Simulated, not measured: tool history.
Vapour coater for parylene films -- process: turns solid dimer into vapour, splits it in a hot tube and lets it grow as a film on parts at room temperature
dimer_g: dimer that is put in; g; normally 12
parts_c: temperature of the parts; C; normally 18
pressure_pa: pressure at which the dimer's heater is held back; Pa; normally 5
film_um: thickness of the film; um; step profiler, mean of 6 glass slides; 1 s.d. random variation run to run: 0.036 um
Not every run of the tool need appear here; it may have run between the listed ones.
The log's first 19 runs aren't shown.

| run | hour | dimer_g | parts_c | pressure_pa | hours of work since the trap's valve was overhauled | hours of work since the table's thermometer was calibrated | film_um |
|---|---|---|---|---|---|---|---|
|  | 431.5 | trap's valve overhauled, once more |
| 20 | 433.5 | 7 | 26 | 8.74 | 2 | 459 | 1.6 |
| 21 | 460.8 | 7 | 26 | 8.74 | 22 | 480 | 1.5 |
| 22 | 488 | 7 | 26 | 8.74 | 43 | 501 | 1.57 |
| 23 | 518.8 | 7 | 15 | 8.74 | 67 | 525 | 2.21 |
| 24 | 546.8 | 7 | 15 | 8.74 | 88 | 546 | 2.26 |
| 25 | 566.7 | 6 | 19 | 8.74 | 103 | 561 | 1.68 |
| 26 | 582.9 | 6 | 19 | 8.74 | 116 | 574 | 1.71 |
| 27 | 597.1 | 6 | 19 | 8.74 | 127 | 585 | 1.68 |
| 28 | 626 | 14 | 15 | 10.74 | 149 | 607 | 4.31 |
| 29 | 640.4 | 14 | 15 | 10.74 | 160 | 618 | 4.36 |
| 30 | 668.6 | 9 | 10 | 5 | 182 | 639 | 3.5 |
| 31 | 683.5 | 19 | 18 | 5 | 193 | 651 | 5.55 |
| 32 | 714.8 | 19 | 18 | 5 | 217 | 675 | 5.42 |
| 33 | 743 | 9 | 13 | 3.33 | 238 | 696 | 3.2 |

Predict each of these 3 candidate next runs independently; none follows another, all start after run 33:
| A | 763.1 | 9 | 22 | 3.63 | 254 | 712 | ? |
| B | 763.1 | 5 | 15 | 2.86 | 254 | 712 | ? |
| C | 763.1 | 14 | 17 | 5.7 | 254 | 712 | ? |

| run | film_um |
|---|---|
| A | 2.27 |
| B | 1.63 |
| C | 4.08 |
Stripped of hidden state, with their random variation kept, the same runs would have yielded:
| run | film_um |
|---|---|
| A | 2.43 |
| B | 1.75 |
| C | 4.38 |

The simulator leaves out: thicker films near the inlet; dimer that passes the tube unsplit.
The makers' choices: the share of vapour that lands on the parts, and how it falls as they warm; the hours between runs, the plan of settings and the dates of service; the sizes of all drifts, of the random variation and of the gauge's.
